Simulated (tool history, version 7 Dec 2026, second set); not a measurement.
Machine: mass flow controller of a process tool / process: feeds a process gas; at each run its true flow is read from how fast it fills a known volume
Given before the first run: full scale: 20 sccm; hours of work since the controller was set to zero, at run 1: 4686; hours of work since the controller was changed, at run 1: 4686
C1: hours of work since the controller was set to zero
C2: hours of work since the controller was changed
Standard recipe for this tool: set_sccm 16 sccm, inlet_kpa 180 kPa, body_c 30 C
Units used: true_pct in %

{"run": 1, "day": 0.0, "set_sccm": 16, "inlet_kpa": 180, "body_c": 30, "C1": 4686, "C2": 4686, "true_pct": 100.26}
{"run": 2, "day": 21.621, "set_sccm": 16, "inlet_kpa": 180, "body_c": 30, "C1": 4941, "C2": 4941, "true_pct": 100.39}
{"run": 3, "day": 35.192, "set_sccm": 16, "inlet_kpa": 180, "body_c": 30, "C1": 5101, "C2": 5101, "true_pct": 100.4}
{"run": 4, "day": 50.871, "set_sccm": 7, "inlet_kpa": 180, "body_c": 30, "C1": 5286, "C2": 5286, "true_pct": 99.71}
{"run": 5, "day": 72.467, "set_sccm": 7, "inlet_kpa": 180, "body_c": 30, "C1": 5541, "C2": 5541, "true_pct": 99.9}
{"day": 76.704, "done": "controller exchanged for a calibrated one"}
{"run": 6, "day": 95.454, "set_sccm": 16, "inlet_kpa": 180, "body_c": 30, "C1": 221, "C2": 221, "true_pct": 100.69}
{"run": 7, "day": 108.675, "set_sccm": 16, "inlet_kpa": 180, "body_c": 30, "C1": 378, "C2": 378, "true_pct": 100.69}
{"run": 8, "day": 127.008, "set_sccm": 16, "inlet_kpa": 180, "body_c": 30, "C1": 594, "C2": 594, "true_pct": 100.69}
{"run": 9, "day": 144.754, "set_sccm": 16, "inlet_kpa": 272, "body_c": 30, "C1": 804, "C2": 804, "true_pct": 100.16}
{"run": 10, "day": 157.433, "set_sccm": 16, "inlet_kpa": 180, "body_c": 25, "C1": 953, "C2": 953, "true_pct": 100.29}
{"run": 11, "day": 174.6, "set_sccm": 16, "inlet_kpa": 180, "body_c": 25, "C1": 1156, "C2": 1156, "true_pct": 100.35}
{"run": 12, "day": 184.225, "set_sccm": 16, "inlet_kpa": 143, "body_c": 30, "C1": 1270, "C2": 1270, "true_pct": 101.06}
{"run": 13, "day": 202.588, "set_sccm": 16, "inlet_kpa": 143, "body_c": 30, "C1": 1486, "C2": 1486, "true_pct": 101.1}
{"run": 14, "day": 215.288, "set_sccm": 16, "inlet_kpa": 270, "body_c": 30, "C1": 1636, "C2": 1636, "true_pct": 100.36}
{"run": 15, "day": 233.492, "set_sccm": 9, "inlet_kpa": 180, "body_c": 30, "C1": 1851, "C2": 1851, "true_pct": 100.44}
{"run": 16, "day": 248.417, "set_sccm": 9, "inlet_kpa": 180, "body_c": 30, "C1": 2028, "C2": 2028, "true_pct": 100.61}
{"run": 17, "day": 269.788, "set_sccm": 16, "inlet_kpa": 187, "body_c": 30, "C1": 2280, "C2": 2280, "true_pct": 101.15}
{"run": 18, "day": 291.175, "set_sccm": 16, "inlet_kpa": 187, "body_c": 30, "C1": 2532, "C2": 2532, "true_pct": 101.16}
{"run": 19, "day": 301.138, "set_sccm": 16, "inlet_kpa": 180, "body_c": 30, "C1": 2650, "C2": 2650, "true_pct": 101.21}
{"run": 20, "day": 320.954, "set_sccm": 16, "inlet_kpa": 180, "body_c": 37, "C1": 2884, "C2": 2884, "true_pct": 102.0}
{"run": 21, "day": 337.917, "set_sccm": 16, "inlet_kpa": 180, "body_c": 30, "C1": 3084, "C2": 3084, "true_pct": 101.46}

Estimate the outcome of run 22 from the log above:
{"run": 22, "day": 355.317, "set_sccm": 4, "inlet_kpa": 180, "body_c": 25, "C1": 3290, "C2": 3290, "true_pct": "?"}

Run 22 produced true_pct 100.05 %.
Were there no unlogged condition in the tool, this run, its random variation unchanged, would have produced true_pct 98.91 %.
